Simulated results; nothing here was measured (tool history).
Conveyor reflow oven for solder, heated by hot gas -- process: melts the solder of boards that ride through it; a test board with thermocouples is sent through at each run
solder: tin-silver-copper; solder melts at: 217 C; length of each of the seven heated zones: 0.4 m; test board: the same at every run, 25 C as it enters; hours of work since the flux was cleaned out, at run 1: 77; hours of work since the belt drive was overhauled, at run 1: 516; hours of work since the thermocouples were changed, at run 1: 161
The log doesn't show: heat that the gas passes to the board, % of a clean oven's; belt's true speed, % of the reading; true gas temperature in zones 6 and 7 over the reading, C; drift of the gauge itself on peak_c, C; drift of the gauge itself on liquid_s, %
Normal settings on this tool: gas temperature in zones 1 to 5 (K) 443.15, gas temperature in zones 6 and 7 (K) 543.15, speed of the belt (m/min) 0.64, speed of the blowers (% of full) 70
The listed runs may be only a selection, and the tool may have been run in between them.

run	hour	gas temperature in zones 1 to 5 (K)	gas temperature in zones 6 and 7 (K)	speed of the belt (m/min)	speed of the blowers (% of full)	hours of work since the flux was cleaned out	hours of work since the belt drive was overhauled	hours of work since the thermocouples were changed	highest temperature of the board (K)	time above the solder's melting point (s)
1	0	443.15	543.15	0.64	70	77	516	161	532.35	60.7
2	101.7	443.15	543.15	0.64	70	131	570	215	532.55	61
3	170.2	443.15	543.15	0.698	70	168	606	252	529.55	53.7
4	216.7	443.15	543.15	0.529	70	193	631	276	536.65	77.8
5	285	443.15	543.15	0.64	68	229	668	313	532.35	60.8
6	382.9	443.15	543.15	0.64	70	281	720	365	532.25	60.9
7	441.8	444.15	543.15	0.64	70	312	751	396	532.45	61.3
8	523	444.15	543.15	0.64	70	356	794	439	532.55	60.5
# hour 557.5: flux residue cleaned out of gas plates and filters
9	632.2	443.15	543.15	0.64	80	40	850	495	532.95	61.5
10	674.7	443.15	543.15	0.64	80	62	872	517	533.75	61.8
11	747	443.15	543.15	0.64	80	101	911	556	533.65	61.9
12	789.2	443.15	543.15	0.64	80	123	933	578	533.45	62.1
13	841.9	436.15	543.15	0.64	70	151	961	606	532.25	58.5
14	889.4	444.15	543.15	0.64	70	177	987	632	532.15	61.3
15	945.5	444.15	543.15	0.64	70	206	1016	661	532.55	61.1
16	1018.6	443.15	545.15	0.75	88	245	1055	700	532.05	51.1
# hour 1040.6: belt drive overhauled, speed set with a stopwatch
# hour 1070.5: thermocouples of zones 6 and 7 changed
17	1075.2	443.15	545.15	0.75	88	272	17	3	532.25	51.9
18	1141.1	443.15	545.15	0.75	88	307	52	38	533.05	51.7
19	1209.9	451.15	545.15	0.75	88	344	89	74	533.85	54.3
# hour 1259.6: flux residue cleaned out of gas plates and filters
20	1270	451.15	545.15	0.75	88	6	118	104	533.75	54.7
21	1326	443.15	556.15	0.64	67	35	148	133	544.75	66.4
22	1398.3	443.15	543.15	0.64	75	74	187	172	532.35	61.4
23	1482.9	443.15	543.15	0.64	75	119	232	217	533.85	61.2
24	1561.8	443.15	543.15	0.64	75	161	274	259	533.65	61.4
25	1606.9	434.15	534.15	0.59	75	185	298	283	525.65	59.7
26	1653	443.15	534.15	0.737	70	209	322	307	519.85	44.8
27	1700.9	443.15	534.15	0.713	70	235	348	333	521.05	47.4
28	1794.1	443.15	543.15	0.625	70	284	397	382	533.05	63.3
29	1893	443.15	543.15	0.64	81	337	450	435	533.85	62.3

Take each entry between the runs: how does the hidden state at the last listed run before it differ from the hidden state at the first listed run after it?
From run 8 to run 9: flux residue cleaned out of gas plates and filters (hour 557.5)
  heat that the gas passes to the board, % of a clean oven's: 99.6 -> 100
From run 16 to run 17: belt drive overhauled, speed set with a stopwatch (hour 1040.6); thermocouples of zones 6 and 7 changed (hour 1070.5)
  belt's true speed, % of the reading: 99.95 -> 100.01; true gas temperature in zones 6 and 7 over the reading, C: -0.07 -> 0.01
From run 19 to run 20: flux residue cleaned out of gas plates and filters (hour 1259.6)
  heat that the gas passes to the board, % of a clean oven's: 99.6 -> 100
